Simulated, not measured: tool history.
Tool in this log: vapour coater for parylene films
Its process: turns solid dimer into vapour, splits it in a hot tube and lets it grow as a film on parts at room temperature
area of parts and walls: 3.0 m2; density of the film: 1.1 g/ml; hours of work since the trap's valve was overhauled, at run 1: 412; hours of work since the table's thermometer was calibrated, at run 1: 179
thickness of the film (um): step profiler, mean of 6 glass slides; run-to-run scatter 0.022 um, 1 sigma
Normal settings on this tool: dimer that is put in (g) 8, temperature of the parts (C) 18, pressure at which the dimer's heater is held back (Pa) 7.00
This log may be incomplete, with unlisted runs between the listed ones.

| run | day | dimer that is put in (g) | temperature of the parts (C) | pressure at which the dimer's heater is held back (Pa) | hours of work since the trap's valve was overhauled | hours of work since the table's thermometer was calibrated | thickness of the film (um) |
|---|---|---|---|---|---|---|---|
| 1 | 0.000 | 8 | 18 | 7.00 | 412 | 179 | 1.41 |
|  | 0.450 | trap's valve overhauled |
| 2 | 0.804 | 8 | 18 | 7.00 | 6 | 190 | 1.36 |
| 3 | 1.129 | 8 | 18 | 7.00 | 12 | 196 | 1.35 |
|  | 1.633 | trap's valve overhauled, once more |
| 4 | 1.950 | 8 | 18 | 7.00 | 5 | 207 | 1.57 |
| 5 | 2.471 | 8 | 18 | 7.00 | 14 | 216 | 1.60 |
| 6 | 2.921 | 8 | 18 | 7.00 | 22 | 223 | 1.58 |
| 7 | 3.508 | 8 | 11 | 7.00 | 32 | 233 | 2.28 |
| 8 | 4.154 | 8 | 18 | 7.00 | 43 | 244 | 1.57 |
| 9 | 4.662 | 8 | 18 | 4.68 | 52 | 253 | 1.62 |
| 10 | 5.200 | 8 | 12 | 7.00 | 61 | 262 | 2.09 |
| 11 | 5.496 | 8 | 12 | 7.00 | 66 | 267 | 2.07 |
| 12 | 5.862 | 8 | 18 | 7.00 | 72 | 274 | 1.50 |
| 13 | 6.529 | 8 | 18 | 7.00 | 84 | 285 | 1.57 |
| 14 | 7.100 | 8 | 18 | 2.05 | 93 | 295 | 1.73 |
| 15 | 7.412 | 8 | 18 | 7.00 | 99 | 300 | 1.55 |
| 16 | 8.012 | 6 | 18 | 7.00 | 109 | 310 | 1.13 |
| 17 | 8.679 | 8 | 18 | 7.00 | 121 | 322 | 1.56 |
| 18 | 9.325 | 4 | 18 | 7.00 | 132 | 333 | 0.76 |
| 19 | 9.633 | 4 | 18 | 7.00 | 137 | 338 | 0.77 |
| 20 | 10.275 | 4 | 18 | 7.00 | 148 | 349 | 0.75 |
| 21 | 10.625 | 4 | 18 | 7.00 | 154 | 355 | 0.75 |
| 22 | 11.188 | 8 | 18 | 5.43 | 163 | 365 | 1.56 |
| 23 | 11.846 | 8 | 18 | 5.43 | 175 | 376 | 1.55 |
| 24 | 12.342 | 8 | 18 | 5.43 | 183 | 384 | 1.54 |
| 25 | 12.967 | 6 | 22 | 3.44 | 194 | 395 | 1.00 |
| 26 | 13.462 | 4 | 11 | 2.41 | 202 | 404 | 1.08 |
| 27 | 13.825 | 8 | 21 | 7.00 | 209 | 410 | 1.27 |
| 28 | 14.221 | 8 | 21 | 7.00 | 215 | 417 | 1.28 |
| 29 | 14.550 | 6 | 12 | 7.00 | 221 | 422 | 1.51 |
| 30 | 14.962 | 4 | 20 | 8.29 | 228 | 429 | 0.66 |
| 31 | 15.450 | 4 | 20 | 8.29 | 236 | 438 | 0.66 |
| 32 | 15.754 | 4 | 14 | 8.29 | 242 | 443 | 0.86 |
| 33 | 16.312 | 11 | 14 | 6.97 | 251 | 452 | 2.43 |
| 34 | 16.621 | 11 | 14 | 6.97 | 256 | 458 | 2.45 |
| 35 | 17.267 | 3 | 20 | 2.09 | 267 | 469 | 0.58 |
| 36 | 17.900 | 11 | 26 | 2.09 | 278 | 479 | 1.48 |
| 37 | 18.354 | 11 | 26 | 2.09 | 286 | 487 | 1.50 |
| 38 | 18.683 | 11 | 26 | 2.09 | 292 | 493 | 1.48 |
| 39 | 19.133 | 11 | 26 | 2.09 | 299 | 501 | 1.49 |
| 40 | 19.662 | 11 | 26 | 2.09 | 308 | 510 | 1.49 |
| 41 | 20.042 | 10 | 27 | 2.51 | 315 | 516 | 1.27 |
| 42 | 20.388 | 8 | 13 | 6.25 | 321 | 522 | 1.83 |

Predict the results of run 43:
| 43 | 20.842 | 8 | 13 | 6.25 | 328 | 530 | ? |

{"run 43": {"thickness of the film (um)": 1.78}}
With no hidden state in the tool, this same run would have given thickness of the film (um) 2.05.
